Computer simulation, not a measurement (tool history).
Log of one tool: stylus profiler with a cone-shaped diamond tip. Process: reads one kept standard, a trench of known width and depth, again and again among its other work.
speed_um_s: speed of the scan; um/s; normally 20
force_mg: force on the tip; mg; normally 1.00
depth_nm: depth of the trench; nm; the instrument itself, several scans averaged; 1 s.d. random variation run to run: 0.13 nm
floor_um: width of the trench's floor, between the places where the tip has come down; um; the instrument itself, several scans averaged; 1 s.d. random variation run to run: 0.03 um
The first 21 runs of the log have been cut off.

run   hour  speed_um_s  force_mg  depth_nm  floor_um
 22  392.2          20      0.36    501.44     46.95
 23  416.5          20      0.36    501.60     46.93
 24  439.6          33      1.70    504.68     46.94
 25  452.8          33      1.70    504.59     46.92
 26  469.8          76      1.70    504.62     46.87
 27  487.3          29      0.84    502.60     46.91
 28  509.6          22      0.57    501.65     46.92
     517.2  -- height scale calibrated on a step standard
 29  527.9          22      0.57    502.55     46.84
 30  543.5           7      0.65    502.65     47.00
 31  569.6          21      1.00    503.59     46.91
 32  596.2          21      1.00    503.50     46.92
 33  616.7          21      1.00    503.42     46.86
 34  628.3          21      1.00    503.68     46.92
 35  646.1          67      0.44    502.08     46.63
 36  667.4          15      1.07    503.79     46.86
 37  686.3          15      1.07    503.68     46.90
 38  708.4          14      1.47    504.47     46.92
 39  723.2          56      0.65    502.67     46.72
 40  738.3          12      0.50    502.16     46.87
 41  759.9           8      0.54    502.09     46.91
 42  770.8          23      0.54    502.36     46.77
 43  795.3          25      2.13    505.86     46.84
 44  808.5          25      2.13    505.83     46.85
 45  826.2          42      2.53    506.47     46.77
 46  850.0          56      2.53    506.82     46.84

Branching from run 46: 3 alternative next runs. What would each branch give?
  A  876.2          14      1.57         ?         ?
  B  876.2          16      0.36         ?         ?
  C  876.2          20      0.54         ?         ?

run  depth_nm  floor_um
  A    504.66     46.84
  B    501.77     46.82
  C    502.00     46.84
With the hidden condition removed and each run's random variation left untouched, the same runs would have given:
run  depth_nm  floor_um
  A    504.87     47.33
  B    501.97     47.31
  C    502.20     47.33

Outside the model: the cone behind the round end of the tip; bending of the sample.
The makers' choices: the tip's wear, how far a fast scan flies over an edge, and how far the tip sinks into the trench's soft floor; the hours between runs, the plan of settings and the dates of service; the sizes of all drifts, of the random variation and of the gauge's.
